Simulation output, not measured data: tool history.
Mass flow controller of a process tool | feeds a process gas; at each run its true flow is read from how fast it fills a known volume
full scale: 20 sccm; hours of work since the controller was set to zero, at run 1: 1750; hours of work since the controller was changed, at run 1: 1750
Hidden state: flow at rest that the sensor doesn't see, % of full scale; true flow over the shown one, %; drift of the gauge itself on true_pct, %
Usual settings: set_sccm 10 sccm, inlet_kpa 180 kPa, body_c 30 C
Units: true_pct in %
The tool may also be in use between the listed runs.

| run | day | set_sccm | inlet_kpa | body_c | hours of work since the controller was set to zero | hours of work since the controller was changed | true_pct |
|---|---|---|---|---|---|---|---|
| 1 | 0 | 10 | 180 | 30 | 1750 | 1750 | 99.54 |
| 2 | 8.804 | 10 | 180 | 30 | 1849 | 1849 | 99.72 |
| 3 | 16.204 | 12 | 180 | 30 | 1932 | 1932 | 99.74 |
| 4 | 24.717 | 12 | 180 | 30 | 2027 | 2027 | 99.81 |
| 5 | 33.371 | 12 | 180 | 30 | 2124 | 2124 | 99.87 |
| 6 | 40.942 | 12 | 180 | 30 | 2209 | 2209 | 99.87 |
| 7 | 45.633 | 12 | 180 | 30 | 2261 | 2261 | 100.01 |
| 8 | 52.962 | 10 | 180 | 30 | 2344 | 2344 | 99.85 |
| 9 | 59.254 | 10 | 180 | 30 | 2414 | 2414 | 99.84 |
| 10 | 68.396 | 10 | 180 | 30 | 2517 | 2517 | 99.93 |
| 11 | 75.683 | 10 | 183 | 30 | 2598 | 2598 | 100.08 |
| 12 | 85.217 | 16 | 183 | 30 | 2705 | 2705 | 100.43 |
| 13 | 92.946 | 10 | 180 | 30 | 2792 | 2792 | 100.2 |
| 14 | 97.758 | 10 | 180 | 30 | 2846 | 2846 | 100.22 |
| 15 | 104.188 | 10 | 180 | 30 | 2918 | 2918 | 100.22 |
| 16 | 112.642 | 10 | 180 | 33 | 3012 | 3012 | 99.94 |
| 17 | 123.129 | 10 | 180 | 30 | 3130 | 3130 | 100.19 |
| 18 | 133.504 | 10 | 180 | 30 | 3246 | 3246 | 100.32 |
| 19 | 139.154 | 10 | 180 | 30 | 3309 | 3309 | 100.32 |
| 20 | 148.038 | 10 | 180 | 30 | 3409 | 3409 | 100.58 |
| 21 | 157 | 10 | 180 | 30 | 3509 | 3509 | 100.56 |
| 22 | 162.217 | 10 | 180 | 30 | 3568 | 3568 | 100.55 |
| 23 | 168.033 | 10 | 180 | 30 | 3633 | 3633 | 100.58 |
| 24 | 175.629 | 10 | 175 | 27 | 3718 | 3718 | 100.9 |
| 25 | 185.729 | 8 | 169 | 27 | 3831 | 3831 | 101.1 |
| 26 | 194.725 | 3 | 272 | 22 | 3932 | 3932 | 103.41 |
| 27 | 202.183 | 3 | 272 | 22 | 4016 | 4016 | 103.52 |
| 28 | 212.196 | 16 | 222 | 22 | 4128 | 4128 | 101.76 |
| 29 | 218.208 | 8 | 207 | 39 | 4195 | 4195 | 100.13 |
| 30 | 226.304 | 5 | 257 | 39 | 4286 | 4286 | 100.87 |
|  | 236.042 | controller's zero set anew |
| 31 | 236.271 | 5 | 257 | 39 | 3 | 4397 | 98.76 |
| 32 | 241.833 | 3 | 257 | 23 | 65 | 4460 | 100.33 |
| 33 | 247.508 | 3 | 169 | 34 | 128 | 4523 | 99.09 |
| 34 | 256.512 | 3 | 169 | 34 | 229 | 4624 | 99.25 |
| 35 | 263.179 | 3 | 169 | 34 | 304 | 4699 | 99.36 |
| 36 | 270.758 | 12 | 161 | 25 | 389 | 4784 | 100.7 |
| 37 | 277.233 | 12 | 161 | 25 | 462 | 4856 | 100.75 |
| 38 | 286.862 | 6 | 235 | 22 | 569 | 4964 | 100.81 |
| 39 | 294.312 | 6 | 235 | 22 | 653 | 5048 | 100.86 |
| 40 | 299.829 | 6 | 235 | 22 | 715 | 5110 | 100.92 |
| 41 | 309.2 | 6 | 235 | 22 | 820 | 5215 | 101.03 |
| 42 | 317.683 | 6 | 235 | 40 | 915 | 5310 | 99.37 |
| 43 | 326.712 | 6 | 170 | 25 | 1016 | 5411 | 100.77 |
| 44 | 336.658 | 7 | 142 | 25 | 1127 | 5522 | 100.8 |
| 45 | 343.221 | 7 | 142 | 25 | 1201 | 5596 | 100.72 |

Forecast each of these 3 alternatives for the next run:
| A | 350.292 | 10 | 180 | 29 | 1280 | 5675 | ? |
| B | 350.292 | 7 | 170 | 25 | 1280 | 5675 | ? |
| C | 350.292 | 4 | 154 | 25 | 1280 | 5675 | ? |

| run | true_pct |
|---|---|
| A | 100.73 |
| B | 100.77 |
| C | 101.08 |
Without the tool's hidden state the same runs would have given:
| run | true_pct |
|---|---|
| A | 98.62 |
| B | 98.48 |
| C | 98.35 |
